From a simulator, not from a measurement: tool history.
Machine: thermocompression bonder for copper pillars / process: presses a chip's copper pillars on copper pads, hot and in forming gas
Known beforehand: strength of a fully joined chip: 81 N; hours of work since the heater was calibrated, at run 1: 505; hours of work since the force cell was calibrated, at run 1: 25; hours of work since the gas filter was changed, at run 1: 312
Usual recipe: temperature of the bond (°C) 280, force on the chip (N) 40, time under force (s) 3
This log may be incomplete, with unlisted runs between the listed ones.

run   hour  temperature of the bond (°C)  force on the chip (N)  time under force (s)  hours of work since the heater was calibrated  hours of work since the force cell was calibrated  hours of work since the gas filter was changed  force that shears a chip off (N)
  1    0.0                           280                     40                     3                                            505                                                 25                                             312                              29.4
  2   13.6                           280                     40                     3                                            514                                                 34                                             321                              29.4
  3   22.3                           280                     40                     3                                            520                                                 40                                             327                              29.2
  4   31.0                           280                     40                     3                                            525                                                 45                                             333                              29.2
  5   42.2                           280                     40                     3                                            533                                                 53                                             340                              29.3
  6   60.6                           280                     40                     7                                            545                                                 65                                             352                              40.3
  7   80.5                           280                     40                     7                                            558                                                 78                                             365                              40.5
  8   95.4                           280                     40                     7                                            568                                                 88                                             375                              40.7
  9  108.7                           280                     40                     7                                            577                                                 97                                             384                              40.6
 10  127.1                           280                     40                     7                                            589                                                109                                             396                              40.6
 11  141.8                           280                     40                     7                                            598                                                118                                             406                              40.8
 12  161.3                           280                     40                     3                                            611                                                131                                             419                              29.6
 13  176.2                           254                     40                     3                                            621                                                141                                             429                              18.8
 14  192.2                           254                     40                     3                                            632                                                152                                             439                              18.9
     194.4  -- forming gas filter changed
     205.1  -- gauge calibrated
 15  211.0                           254                     40                     4                                            644                                                164                                              11                              21.2
 16  224.8                           254                     40                     4                                            653                                                173                                              20                              21.0
 17  243.9                           254                     40                     4                                            665                                                185                                              33                              21.0
 18  257.8                           256                     40                     3                                            675                                                195                                              42                              19.4
 19  267.8                           256                     40                     2                                            681                                                201                                              48                              16.2
 20  277.0                           280                     28                     3                                            687                                                207                                              54                              22.7
 21  290.0                           280                     40                     3                                            696                                                216                                              63                              29.5
 22  309.9                           293                     27                     5                                            709                                                229                                              76                              33.7
 23  322.3                           280                     40                     4                                            717                                                237                                              84                              33.2
 24  342.4                           291                     40                     3                                            730                                                250                                              98                              35.0
 25  350.7                           290                     38                     2                                            736                                                256                                             103                              28.7
 26  368.5                           304                     40                     5                                            748                                                268                                             115                              49.5
 27  378.2                           304                     43                     5                                            754                                                274                                             121                              51.2
 28  397.0                           280                     40                     2                                            766                                                286                                             134                              25.3
 29  412.5                           280                     40                     2                                            777                                                297                                             144                              25.4
 30  430.8                           296                     40                     4                                            789                                                309                                             156                              42.2
 31  447.6                           254                     40                     3                                            800                                                320                                             167                              19.1
 32  463.7                           279                     51                     2                                            810                                                330                                             178                              29.8
 33  473.2                           279                     51                     2                                            817                                                337                                             184                              29.8
 34  487.8                           279                     51                     2                                            826                                                346                                             194                              29.9
 35  502.6                           255                     31                     3                                            836                                                356                                             203                              16.1
 36  514.5                           280                     42                     2                                            844                                                364                                             211                              26.6
 37  522.9                           280                     35                     3                                            849                                                369                                             217                              27.7
 38  540.6                           280                     40                     3                                            861                                                381                                             228                              30.3
 39  555.1                           280                     59                     5                                            871                                                391                                             238                              46.5
 40  564.5                           280                     28                     3                                            877                                                397                                             244                              23.7
 41  572.7                           280                     28                     3                                            882                                                402                                             250                              23.8

Describe how what the log doesn't record of the tool's condition differs between the last listed run preceding each entry between runs and the first listed run following it.
Between runs 14 and 15: forming gas filter changed (hour 194.4); gauge calibrated (hour 205.1)
  oxide that the forming gas leaves, % of the face: 0.75 -> 0.51; drift of the gauge itself on shear_n, %: 1.98 -> 0.06
  measured less the result without the state, force that shears a chip off (N): +0.4 -> +0.1
